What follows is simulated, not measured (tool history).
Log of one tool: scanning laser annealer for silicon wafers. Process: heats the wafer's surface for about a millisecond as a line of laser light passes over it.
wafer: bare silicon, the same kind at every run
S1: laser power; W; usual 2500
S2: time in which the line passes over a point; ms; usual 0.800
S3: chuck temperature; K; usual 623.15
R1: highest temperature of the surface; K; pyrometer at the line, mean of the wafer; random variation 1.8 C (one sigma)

run     day    S1     S2      S3       R1
  1   0.000  2500  0.800  623.15  1326.15
  2   1.133  2500  0.800  623.15  1327.15
  3   2.812  2500  0.721  623.15  1287.15
  4   3.842  2500  0.721  623.15  1286.15
  5   5.321  2500  0.800  623.15  1327.15
  6   6.988  2500  0.778  623.15  1314.15
  7   8.771  2500  0.800  623.15  1327.15
  8  10.242  2500  0.800  623.15  1328.15
  9  11.958  2500  0.800  623.15  1328.15
 10  13.525  2500  0.800  623.15  1328.15
 11  15.300  2221  0.673  619.15  1174.15
 12  16.333  2174  0.872  633.15  1265.15
 13  18.196  2535  0.872  642.15  1393.15
 14  19.738  2535  0.872  642.15  1395.15
 15  21.508  2622  0.800  603.15  1349.15
 16  22.958  2622  0.800  603.15  1347.15
 17  24.583  2239  0.671  653.15  1214.15
 18  25.838  2500  0.800  643.15  1348.15

3 ways to go on from here, each from the tool as it stands after run 18. What would each give?
  A  27.008  2246  0.800  617.15   ?
  B  27.008  2167  0.800  623.15   ?
  C  27.008  2500  0.800  592.15   ?

run       R1
  A  1239.15
  B  1220.15
  C  1296.15
Without the tool's hidden state the same runs would have given:
run       R1
  A  1240.15
  B  1221.15
  C  1297.15
